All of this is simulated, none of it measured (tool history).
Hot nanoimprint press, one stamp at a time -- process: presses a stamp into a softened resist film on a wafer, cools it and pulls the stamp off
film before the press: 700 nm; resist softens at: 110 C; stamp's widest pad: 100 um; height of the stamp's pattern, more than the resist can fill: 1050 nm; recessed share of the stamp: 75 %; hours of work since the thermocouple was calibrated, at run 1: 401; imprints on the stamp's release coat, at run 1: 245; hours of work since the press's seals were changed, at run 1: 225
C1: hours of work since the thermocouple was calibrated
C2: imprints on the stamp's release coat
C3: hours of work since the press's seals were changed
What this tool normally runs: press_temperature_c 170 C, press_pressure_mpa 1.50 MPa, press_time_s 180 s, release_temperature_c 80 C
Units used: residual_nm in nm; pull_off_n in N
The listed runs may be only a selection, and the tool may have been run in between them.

Run 1, day 0.000: usual settings; C1 401; C2 245; C3 225. Result: residual_nm 383.4 nm, pull_off_n 112.0 N.
Run 2, day 0.408: usual settings; C1 406; C2 260; C3 229. Result: residual_nm 388.1 nm, pull_off_n 112.5 N.
Run 3, day 1.021: usual settings; C1 413; C2 282; C3 236. Result: residual_nm 386.7 nm, pull_off_n 113.0 N.
Run 4, day 1.325: usual settings; C1 416; C2 293; C3 240. Result: residual_nm 386.3 nm, pull_off_n 113.0 N.
Run 5, day 1.767: usual settings but release_temperature_c 78 C; C1 421; C2 309; C3 245. Result: residual_nm 388.3 nm, pull_off_n 116.5 N.
Run 6, day 2.238: usual settings but release_temperature_c 77 C; C1 426; C2 326; C3 250. Result: residual_nm 384.3 nm, pull_off_n 117.7 N.
Run 7, day 2.762: usual settings but release_temperature_c 77 C; C1 432; C2 345; C3 256. Result: residual_nm 384.6 nm, pull_off_n 118.3 N.
Run 8, day 3.217: usual settings but release_temperature_c 77 C; C1 437; C2 362; C3 261. Result: residual_nm 384.6 nm, pull_off_n 119.1 N.
Run 9, day 3.675: usual settings but release_temperature_c 77 C; C1 442; C2 379; C3 266. Result: residual_nm 382.7 nm, pull_off_n 119.0 N.
Run 10, day 4.000: usual settings; C1 446; C2 390; C3 270. Result: residual_nm 383.5 nm, pull_off_n 113.6 N.
Run 11, day 4.450: usual settings; C1 451; C2 407; C3 275. Result: residual_nm 383.2 nm, pull_off_n 113.8 N.
Run 12, day 4.729: usual settings; C1 454; C2 417; C3 278. Result: residual_nm 383.2 nm, pull_off_n 113.7 N.
Run 13, day 5.050: usual settings but press_pressure_mpa 1.84 MPa; C1 458; C2 429; C3 281. Result: residual_nm 352.8 nm, pull_off_n 114.6 N.
Run 14, day 5.538: usual settings but press_temperature_c 161 C, release_temperature_c 67 C; C1 463; C2 447; C3 287. Result: residual_nm 573.2 nm, pull_off_n 137.5 N.
Run 15, day 5.838: usual settings but press_temperature_c 160 C, press_pressure_mpa 1.53 MPa, press_time_s 191 s; C1 467; C2 458; C3 290. Result: residual_nm 581.9 nm, pull_off_n 115.0 N.
Run 16, day 6.408: usual settings but press_temperature_c 160 C, press_pressure_mpa 1.53 MPa, press_time_s 191 s; C1 473; C2 478; C3 297. Result: residual_nm 582.7 nm, pull_off_n 114.2 N.
Run 17, day 6.858: usual settings but press_temperature_c 169 C, press_pressure_mpa 0.92 MPa, press_time_s 130 s; C1 478; C2 495; C3 302. Result: residual_nm 521.0 nm, pull_off_n 114.9 N.
Run 18, day 7.125: usual settings but press_temperature_c 169 C, press_pressure_mpa 0.92 MPa, press_time_s 130 s; C1 481; C2 504; C3 305. Result: residual_nm 522.1 nm, pull_off_n 115.3 N.
Run 19, day 7.667: usual settings but press_temperature_c 178 C, press_pressure_mpa 2.16 MPa, press_time_s 130 s, release_temperature_c 75 C; C1 487; C2 524; C3 311. Result: residual_nm 227.2 nm, pull_off_n 123.8 N.
Run 20, day 8.167: usual settings but press_temperature_c 178 C, press_pressure_mpa 1.13 MPa, press_time_s 190 s, release_temperature_c 75 C; C1 493; C2 542; C3 316. Result: residual_nm 271.7 nm, pull_off_n 124.5 N.
Run 21, day 8.500: usual settings but press_temperature_c 178 C, press_pressure_mpa 2.36 MPa, press_time_s 133 s, release_temperature_c 75 C; C1 496; C2 555; C3 320. Result: residual_nm 215.9 nm, pull_off_n 124.4 N.
Run 22, day 8.988: usual settings but press_temperature_c 175 C, press_pressure_mpa 1.35 MPa, press_time_s 119 s; C1 502; C2 572; C3 326. Result: residual_nm 349.0 nm, pull_off_n 115.4 N.
At day 9.167: gauge calibrated.
Run 23, day 9.429: usual settings but press_temperature_c 175 C, press_pressure_mpa 1.35 MPa, press_time_s 119 s; C1 507; C2 589; C3 331. Result: residual_nm 349.6 nm, pull_off_n 112.3 N.

Consider 3 possible next runs. They are alternatives, not a sequence: every one starts from the tool as it was left by run 23. What does each give?
Run A, day 9.879: usual settings but release_temperature_c 68 C; C1 512; C2 605; C3 336. Result: residual_nm ?, pull_off_n ?.
Run B, day 9.879: usual settings but press_temperature_c 179 C, press_time_s 320 s, release_temperature_c 77 C; C1 512; C2 605; C3 336. Result: residual_nm ?, pull_off_n ?.
Run C, day 9.879: usual settings but press_temperature_c 163 C, press_pressure_mpa 1.66 MPa, release_temperature_c 72 C; C1 512; C2 605; C3 336. Result: residual_nm ?, pull_off_n ?.

run  residual_nm  pull_off_n
  A        387.1       134.2
  B        177.2       117.8
  C        523.6       126.2
Stripped of hidden state, with their random variation kept, the same runs would have yielded:
run  residual_nm  pull_off_n
  A        388.5       133.8
  B        177.9       117.5
  C        525.0       125.9
